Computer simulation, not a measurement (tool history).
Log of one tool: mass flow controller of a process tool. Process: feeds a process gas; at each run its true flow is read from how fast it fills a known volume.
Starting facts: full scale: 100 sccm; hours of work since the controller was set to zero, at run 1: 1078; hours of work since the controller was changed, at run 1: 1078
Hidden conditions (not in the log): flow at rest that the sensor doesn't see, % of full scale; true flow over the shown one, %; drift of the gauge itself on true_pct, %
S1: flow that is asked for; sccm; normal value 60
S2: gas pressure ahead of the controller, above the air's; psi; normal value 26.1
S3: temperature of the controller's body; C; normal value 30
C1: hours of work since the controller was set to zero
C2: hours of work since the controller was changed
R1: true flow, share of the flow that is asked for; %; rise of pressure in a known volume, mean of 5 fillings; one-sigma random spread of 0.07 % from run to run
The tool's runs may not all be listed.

run    hour  S1    S2  S3    C1    C2     R1
  1     0.0  60  26.1  30  1078  1078  98.64
  2   101.0  77  26.1  30  1158  1158  98.84
  3   265.2  77  26.1  30  1288  1288  98.69
  4   424.4  77  26.1  30  1414  1414  98.42
  5   536.5  77  26.1  30  1503  1503  98.34
  6   680.9  60  26.1  22  1617  1617  98.61
  7   819.4  60  24.4  30  1727  1727  97.53
  8   906.0  60  24.4  26  1795  1795  97.89
  9  1057.9  63  26.1  30  1915  1915  97.42
 10  1186.4  63  26.1  30  2017  2017  97.33
 11  1297.9  63  26.1  30  2105  2105  97.07
 12  1377.5  92  34.8  30  2168  2168  97.76
 13  1495.6  92  27.6  37  2262  2262  96.47
 14  1573.8  92  22.6  39  2324  2324  96.12
 15  1658.4  66  25.4  39  2391  2391  95.65
 16  1808.6  90  26.1  30  2510  2510  96.96
 17  1959.1  36  23.4  21  2629  2629  96.71
 18  2103.0  29  24.5  21  2743  2743  96.36
 19  2180.2  29  24.5  21  2804  2804  96.26
 20  2320.0  29  24.5  21  2914  2914  96.10
     2366.8  -- gauge calibrated
 21  2455.4  22  23.8  29  3022  3022  97.96
 22  2576.3  21  21.6  39  3117  3117  96.52

Hidden state at the last listed run before each entry between runs and at the first one after, where it differs:
After run 20, before run 21: gauge calibrated (hour 2366.8)
  drift of the gauge itself on true_pct, %: -2.92 -> -0.11
  measured value less the no-hidden-state value, R1: -2.88 -> -0.09 %
